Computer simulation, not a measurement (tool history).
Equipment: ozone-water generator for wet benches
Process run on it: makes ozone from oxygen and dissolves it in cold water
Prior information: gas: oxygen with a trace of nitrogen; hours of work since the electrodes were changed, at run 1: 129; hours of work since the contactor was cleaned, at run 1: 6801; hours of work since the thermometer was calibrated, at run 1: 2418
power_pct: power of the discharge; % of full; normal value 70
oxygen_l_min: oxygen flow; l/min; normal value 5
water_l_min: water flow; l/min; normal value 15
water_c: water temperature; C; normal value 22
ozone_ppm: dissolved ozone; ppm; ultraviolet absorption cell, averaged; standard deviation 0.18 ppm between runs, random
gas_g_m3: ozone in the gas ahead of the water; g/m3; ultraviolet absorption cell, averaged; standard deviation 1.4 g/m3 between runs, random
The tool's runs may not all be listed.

run     day  power_pct  oxygen_l_min  water_l_min  water_c  hours of work since the electrodes were changed  hours of work since the contactor was cleaned  hours of work since the thermometer was calibrated  ozone_ppm  gas_g_m3
  1       0         70             5           15       22                                              129                                           6801                                                2418       24.4     253.2
  2   2.288         70             5           11       22                                              173                                           6845                                                2462       32.1     251.4
  3   6.579         70             5           15       21                                              256                                           6928                                                2544         25     250.2
      8.496  -- water thermometer calibrated
  4   8.946         70             5           15       21                                              301                                           6973                                                   9       24.6     254.3
  5  12.942         70             5           15       28                                              378                                           7050                                                  85       21.9       252
  6  15.875         70             5           22       28                                              434                                           7106                                                 142       15.2     252.4
  7    18.7         70          6.26           15       22                                              488                                           7160                                                 196       24.6     230.5
  8  22.858         70          2.83           12       22                                              568                                           7240                                                 276       28.7     317.7
  9  26.388         70          2.83           12       22                                              636                                           7308                                                 344       29.3     318.5
 10  29.838         70             8           15       26                                              702                                           7374                                                 410       22.2     210.4
 11  32.458         70             8           15       26                                              753                                           7425                                                 460       22.6     209.5
 12  35.208         70          3.84           15       26                                              805                                           7478                                                 513       22.5       280
 13  39.008         70          3.84           15       26                                              878                                           7551                                                 586       22.6     279.6

Alternative continuations, all from the tool just after run 13; predict every row:
  A  41.533         70          5.45           15       22                                              927                                           7599                                                 635          ?         ?
  B  41.533         70          3.69           15       26                                              927                                           7599                                                 635          ?         ?
  C  41.533         70          4.06            9       26                                              927                                           7599                                                 635          ?         ?
  D  41.533         41          4.13           23       22                                              927                                           7599                                                 635          ?         ?
  E  41.533         70          3.84           15       15                                              927                                           7599                                                 635          ?         ?

run  ozone_ppm  gas_g_m3
  A       24.6     243.9
  B       22.3     288.1
  C       34.7     275.6
  D       10.3     184.3
  E       26.8     280.2
Had the tool no hidden state, the same runs would have come out as:
run  ozone_ppm  gas_g_m3
  A       24.6     243.9
  B       22.4     288.2
  C       34.7     275.6
  D       10.3     184.3
  E       26.8     280.2

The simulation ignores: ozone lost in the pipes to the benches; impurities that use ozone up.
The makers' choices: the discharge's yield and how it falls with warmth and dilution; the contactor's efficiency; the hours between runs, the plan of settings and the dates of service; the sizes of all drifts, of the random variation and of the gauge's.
